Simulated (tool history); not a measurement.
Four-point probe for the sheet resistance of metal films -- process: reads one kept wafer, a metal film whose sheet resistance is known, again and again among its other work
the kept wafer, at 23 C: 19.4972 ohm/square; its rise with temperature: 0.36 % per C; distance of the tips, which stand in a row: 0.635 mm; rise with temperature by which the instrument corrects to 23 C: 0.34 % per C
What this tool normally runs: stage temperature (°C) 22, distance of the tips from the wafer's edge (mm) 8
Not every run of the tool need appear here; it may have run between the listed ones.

run,day,stage temperature (°C),distance of the tips from the wafer's edge (mm),sheet resistance as the instrument gives it (ohm/square)
1,0,22,8,19.560097
2,0.6,22,16,19.51804
3,1.221,34,8,19.621923
4,2.104,22,10,19.535168
5,2.833,22,10,19.54172
6,3.4,32,8,19.606885
7,3.896,22,30,19.497852
8,4.392,22,8,19.55836
9,5.017,22,8,19.558908
10,5.983,22,8,19.560116
11,6.579,22,58,19.499814
12,7.342,22,31,19.496437
13,7.85,22,8,19.566322
14,8.792,31,8,19.601216
15,9.271,31,3,20.001885
16,10.096,31,23,19.546048
17,10.838,31,23,19.544724
18,11.412,31,23,19.542658
19,12.021,31,23,19.541482
20,12.617,31,23,19.544319
21,13.275,31,23,19.542238
22,13.929,31,23,19.539824
23,14.817,31,23,19.539276
24,15.721,31,23,19.538429
25,16.467,29,8,19.591283
26,17.329,22,39,19.499289
27,18.154,22,45,19.499833
28,18.746,27,6,19.635959
29,19.175,30,15,19.543676
30,19.896,30,3,19.996554
31,20.567,35,12,19.579567
32,21.504,27,18,19.534384
33,22.458,23,18,19.506644
34,23.208,20,47,19.493624
35,23.604,20,16,19.512131
36,24.471,22,34,19.503854
37,25.342,22,53,19.508791
38,25.908,20,14,19.50655
39,26.508,20,14,19.505693
40,27.083,20,14,19.512387
41,28.004,20,14,19.505951
42,28.492,22,10,19.539284
43,29.367,30,12,19.55637
44,30.229,34,9,19.598023

Withheld: 1 entry from between the runs. Position of each, and hidden state at the listed run before versus the listed run after:
Logged between run 42 and run 43: new probe head fitted (day 29.138)
  inner tips' distance over the nominal, %: 0.016 -> -0.003; tips' flats over new ones', %: 1 -> 0
